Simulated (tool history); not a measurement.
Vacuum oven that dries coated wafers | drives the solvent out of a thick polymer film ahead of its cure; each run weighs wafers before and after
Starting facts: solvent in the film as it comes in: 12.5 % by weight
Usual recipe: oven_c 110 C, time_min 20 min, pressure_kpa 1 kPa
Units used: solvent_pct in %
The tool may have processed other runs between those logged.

run,hour,oven_c,time_min,pressure_kpa,solvent_pct
1,0,110,20,1,1.017
2,15.1,110,20,1,1.02
3,29.3,110,11,1,2.484
4,45.1,110,20,1,1.02
5,62.7,110,20,1,1.017
6,78.3,110,16,1,1.448
7,100.6,110,16,1,1.448
8,110.6,110,16,1,1.449
9,122.5,110,18,1,1.2
10,144.1,110,20,0.6,0.844
11,159.7,110,20,1,1.02
12,181.5,113,20,1,0.768
13,202.4,113,20,1,0.774
14,219.4,113,20,1,0.769
15,230.1,113,20,1,0.771
16,240.2,113,20,1,0.766
17,253.6,113,20,1,0.77
18,264.1,113,20,1,0.77
19,280.2,113,20,0.9,0.735
20,290,113,20,0.9,0.731
21,310.1,106,20,1,1.46
22,319.8,100,20,1,2.374
23,335.4,101,20,1,2.202
24,347.3,98,14,0.98,3.926
25,369.5,120,16,0.94,0.552
26,391.2,110,19,2.11,1.577
27,406,110,19,2.11,1.579
28,415.3,118,20,1,0.501
29,425.7,112,23,0.8,0.607
30,435.6,110,12,1,2.191
31,447.6,103,10,1.07,4.14
# hour 452.4: oven's thermocouples calibrated
32,459.8,109,33,1.07,0.686
33,474.5,110,20,0.84,1.078
34,493.5,99,15,1.03,3.775
35,514.5,120,27,2.38,0.855
36,525.4,109,14,1,2.119
37,546.2,110,31,1.29,0.782
38,564.3,110,26,1.51,1.023
39,578.2,103,21,2.03,2.507
40,593.8,97,19,1.38,3.575
41,611.2,97,19,1.38,3.573
42,621.1,104,19,1.33,2.228
43,643.2,113,17,1.24,1.219
44,653.1,97,10,0.74,5.432
45,667.8,115,27,1.25,0.616

Branching from run 45: 5 alternative next runs. What would each branch give?
A,677.5,105,30,2.43,?
B,677.5,115,12,1.25,?
C,677.5,118,18,3.78,?
D,677.5,97,27,1.01,?
E,677.5,115,27,1.25,?

run,solvent_pct
A,1.787
B,1.727
C,1.635
D,2.275
E,0.612
Take away the tool's hidden state, keep each run's random variation, and the runs would have read:
run,solvent_pct
A,1.712
B,1.652
C,1.581
D,2.169
E,0.573

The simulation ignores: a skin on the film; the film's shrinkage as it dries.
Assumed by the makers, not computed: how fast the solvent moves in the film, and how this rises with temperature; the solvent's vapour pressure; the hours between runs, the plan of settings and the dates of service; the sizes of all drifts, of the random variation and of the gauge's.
